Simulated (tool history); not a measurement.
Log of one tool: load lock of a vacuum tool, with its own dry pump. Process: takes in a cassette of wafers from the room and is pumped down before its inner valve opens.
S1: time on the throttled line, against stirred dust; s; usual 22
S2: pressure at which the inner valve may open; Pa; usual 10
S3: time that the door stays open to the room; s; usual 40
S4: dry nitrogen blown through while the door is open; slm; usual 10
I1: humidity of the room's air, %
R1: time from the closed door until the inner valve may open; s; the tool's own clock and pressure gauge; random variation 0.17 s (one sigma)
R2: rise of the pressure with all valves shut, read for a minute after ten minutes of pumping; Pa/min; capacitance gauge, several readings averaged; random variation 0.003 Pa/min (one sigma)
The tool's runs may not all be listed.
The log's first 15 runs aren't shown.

run,hour,S1,S2,S3,S4,I1,R1,R2
16,972.9,22,10,40,10,45.8,36.5,0.04
17,1057,22,10,40,10,43.4,36.5,0.037
18,1109,22,10,40,10,43.6,36.9,0.033
19,1207.5,22,10,40,10,45.2,36.4,0.033
20,1250,22,9,49,7,42.6,36.9,0.039
21,1308.2,42,11,50,4,44.5,52.6,0.048
22,1388,14,18,29,21,41.7,28.5,0.022
23,1466.5,22,12,40,10,48.5,35.9,0.042
# hour 1536: dry pump taken out, an overhauled one fitted
24,1540.1,18,10,122,7,43.9,33.2,0.076
25,1600.9,11,10,74,15,44.1,27.5,0.042
26,1690.7,11,10,74,15,42.9,27.5,0.038
27,1761.4,30,18,40,10,43.2,42.2,0.028
28,1830.6,19,18,40,10,44.9,33.1,0.037
29,1902.2,22,11,26,10,44.1,36.1,0.031
30,1945.3,15,11,134,7,41,30.6,0.068
31,2024.2,22,16,40,10,43.2,35.8,0.032

Forecast run 32:
32,2106.1,26,11,109,20,44.6,?,?

R1: 39.8 s
R2: 0.044 Pa/min
Without the tool's hidden state the same run would have given R1 39.8 s, R2 0.044 Pa/min.
